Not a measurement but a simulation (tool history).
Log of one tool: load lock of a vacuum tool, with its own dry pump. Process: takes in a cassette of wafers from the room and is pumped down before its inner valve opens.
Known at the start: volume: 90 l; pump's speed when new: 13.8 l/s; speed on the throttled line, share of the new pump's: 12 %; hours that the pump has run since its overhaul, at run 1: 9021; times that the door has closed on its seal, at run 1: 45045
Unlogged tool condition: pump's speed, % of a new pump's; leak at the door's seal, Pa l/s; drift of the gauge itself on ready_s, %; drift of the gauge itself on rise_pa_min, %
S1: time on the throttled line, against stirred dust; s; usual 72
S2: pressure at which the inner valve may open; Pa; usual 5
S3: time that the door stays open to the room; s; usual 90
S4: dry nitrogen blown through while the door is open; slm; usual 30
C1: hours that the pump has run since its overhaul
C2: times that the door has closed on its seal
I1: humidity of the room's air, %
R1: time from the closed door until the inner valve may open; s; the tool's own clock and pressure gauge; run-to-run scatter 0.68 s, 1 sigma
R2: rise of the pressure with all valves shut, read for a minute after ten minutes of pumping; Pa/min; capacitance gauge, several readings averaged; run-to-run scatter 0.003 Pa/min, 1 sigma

Run 1, hour 0.0: usual settings; C1 9021; C2 45045; I1 46.1. Result: R1 136.7 s, R2 0.487 Pa/min.
Run 2, hour 158.1: usual settings; C1 9179; C2 45546; I1 42.4. Result: R1 137.3 s, R2 0.505 Pa/min.
Run 3, hour 368.9: usual settings; C1 9390; C2 46214; I1 45.8. Result: R1 136.2 s, R2 0.516 Pa/min.
Run 4, hour 678.9: usual settings; C1 9700; C2 47195; I1 46.0. Result: R1 136.8 s, R2 0.508 Pa/min.
Run 5, hour 880.2: usual settings; C1 9901; C2 47833; I1 44.4. Result: R1 138.2 s, R2 0.538 Pa/min.
Run 6, hour 1191.5: usual settings but S2 7 Pa; C1 10213; C2 48818; I1 46.6. Result: R1 134.4 s, R2 0.561 Pa/min.
Run 7, hour 1457.2: usual settings but S2 7 Pa; C1 10478; C2 49660; I1 42.8. Result: R1 135.2 s, R2 0.571 Pa/min.
Run 8, hour 1677.0: usual settings but S2 7 Pa; C1 10698; C2 50356; I1 41.6. Result: R1 135.0 s, R2 0.586 Pa/min.
Run 9, hour 1842.0: usual settings but S4 18 slm; C1 10863; C2 50878; I1 46.7. Result: R1 138.7 s, R2 0.618 Pa/min.
Run 10, hour 2076.2: usual settings but S4 18 slm; C1 11097; C2 51620; I1 44.4. Result: R1 138.3 s, R2 0.615 Pa/min.
At hour 2278.3: door's seal changed, seat wiped.
Run 11, hour 2364.9: usual settings but S4 18 slm; C1 11385; C2 274; I1 45.1. Result: R1 139.8 s, R2 0.025 Pa/min.
Run 12, hour 2583.0: usual settings but S4 18 slm; C1 11603; C2 965; I1 44.4. Result: R1 139.7 s, R2 0.024 Pa/min.
Run 13, hour 2870.0: usual settings but S3 115 s; C1 11890; C2 1874; I1 45.2. Result: R1 141.4 s, R2 0.027 Pa/min.
Run 14, hour 3047.9: usual settings; C1 12068; C2 2438; I1 46.7. Result: R1 141.0 s, R2 0.032 Pa/min.
Run 15, hour 3378.7: usual settings but S3 41 s; C1 12398; C2 3485; I1 46.6. Result: R1 140.8 s, R2 0.026 Pa/min.
Run 16, hour 3554.2: usual settings; C1 12574; C2 4041; I1 46.1. Result: R1 140.4 s, R2 0.038 Pa/min.
Run 17, hour 3734.0: usual settings; C1 12754; C2 4610; I1 47.7. Result: R1 141.5 s, R2 0.037 Pa/min.
Run 18, hour 4053.4: usual settings; C1 13073; C2 5622; I1 43.8. Result: R1 142.2 s, R2 0.040 Pa/min.
Run 19, hour 4315.2: usual settings but S3 75 s; C1 13335; C2 6451; I1 42.6. Result: R1 142.2 s, R2 0.045 Pa/min.
Run 20, hour 4515.7: usual settings but S1 104 s, S2 6 Pa, S3 136 s, S4 8 slm; C1 13535; C2 7086; I1 43.7. Result: R1 167.4 s, R2 0.063 Pa/min.
Run 21, hour 4853.1: usual settings but S1 104 s, S2 6 Pa, S3 136 s, S4 8 slm; C1 13873; C2 8154; I1 42.4. Result: R1 169.3 s, R2 0.064 Pa/min.
Run 22, hour 5026.4: usual settings but S1 104 s, S2 8 Pa, S3 171 s, S4 8 slm; C1 14046; C2 8703; I1 47.8. Result: R1 165.1 s, R2 0.083 Pa/min.
Run 23, hour 5268.3: usual settings but S1 92 s, S2 9 Pa, S3 171 s, S4 36 slm; C1 14288; C2 9469; I1 43.2. Result: R1 154.4 s, R2 0.069 Pa/min.
Run 24, hour 5475.4: usual settings but S2 8 Pa, S3 38 s; C1 14495; C2 10125; I1 47.8. Result: R1 137.5 s, R2 0.064 Pa/min.
Run 25, hour 5804.4: usual settings but S4 9 slm; C1 14824; C2 11167; I1 45.2. Result: R1 142.7 s, R2 0.087 Pa/min.
Run 26, hour 5951.9: usual settings but S1 137 s, S3 49 s, S4 8 slm; C1 14972; C2 11634; I1 45.1. Result: R1 199.3 s, R2 0.084 Pa/min.
Run 27, hour 6274.7: usual settings but S1 74 s, S3 49 s, S4 18 slm; C1 15294; C2 12656; I1 46.4. Result: R1 145.0 s, R2 0.094 Pa/min.
Run 28, hour 6626.0: usual settings but S1 44 s, S3 49 s, S4 18 slm; C1 15646; C2 13768; I1 45.9. Result: R1 120.4 s, R2 0.102 Pa/min.
Run 29, hour 6956.8: usual settings but S4 42 slm; C1 15976; C2 14816; I1 43.1. Result: R1 144.3 s, R2 0.106 Pa/min.
Run 30, hour 7183.9: usual settings but S2 9 Pa, S4 42 slm; C1 16204; C2 15535; I1 42.7. Result: R1 139.3 s, R2 0.109 Pa/min.
At hour 7367.9: dry pump taken out, an overhauled one fitted.
Run 31, hour 7452.9: usual settings but S2 9 Pa, S4 42 slm; C1 85; C2 16368; I1 47.1. Result: R1 125.1 s, R2 0.117 Pa/min.
Run 32, hour 7666.5: usual settings but S2 9 Pa, S4 42 slm; C1 299; C2 17044; I1 40.5. Result: R1 124.4 s, R2 0.127 Pa/min.
Run 33, hour 7820.6: usual settings but S1 48 s, S3 44 s; C1 453; C2 17532; I1 46.7. Result: R1 106.8 s, R2 0.135 Pa/min.
Run 34, hour 8072.4: usual settings but S1 91 s, S3 67 s, S4 5 slm; C1 705; C2 18330; I1 41.9. Result: R1 146.8 s, R2 0.147 Pa/min.
Run 35, hour 8357.1: usual settings but S1 97 s, S2 7 Pa, S3 197 s, S4 17 slm; C1 989; C2 19232; I1 43.9. Result: R1 148.6 s, R2 0.163 Pa/min.
Run 36, hour 8633.2: usual settings but S1 64 s, S2 7 Pa, S3 216 s; C1 1265; C2 20106; I1 45.0. Result: R1 119.1 s, R2 0.165 Pa/min.

Table of differences, measured result less the result of that run with no hidden state. Run-to-run variation is the same in both. Gauge scatter possibly is not:
run     R1      R2
  1   +8.2  +0.469
  2   +8.4  +0.485
  3   +8.5  +0.495
  4   +8.8  +0.496
  5   +9.1  +0.515
  6   +8.8  +0.542
  7   +9.1  +0.551
  8   +9.3  +0.574
  9  +10.1  +0.592
 10  +10.2  +0.592
 11  +10.4  +0.001
 12  +10.6  +0.004
 13  +11.1  +0.007
 14  +11.2  +0.011
 15  +11.5  +0.014
 16  +11.6  +0.017
 17  +11.8  +0.020
 18  +12.3  +0.026
 19  +12.7  +0.030
 20  +11.7  +0.035
 21  +12.1  +0.042
 22  +11.7  +0.046
 23  +12.0  +0.050
 24  +12.9  +0.055
 25  +14.2  +0.062
 26  +12.6  +0.065
 27  +14.7  +0.073
 28  +16.1  +0.082
 29  +15.7  +0.091
 30  +14.6  +0.095
 31   -0.4  +0.103
 32   -0.2  +0.109
 33   +0.0  +0.115
 34   +0.2  +0.125
 35   +0.2  +0.133
 36   +0.4  +0.142
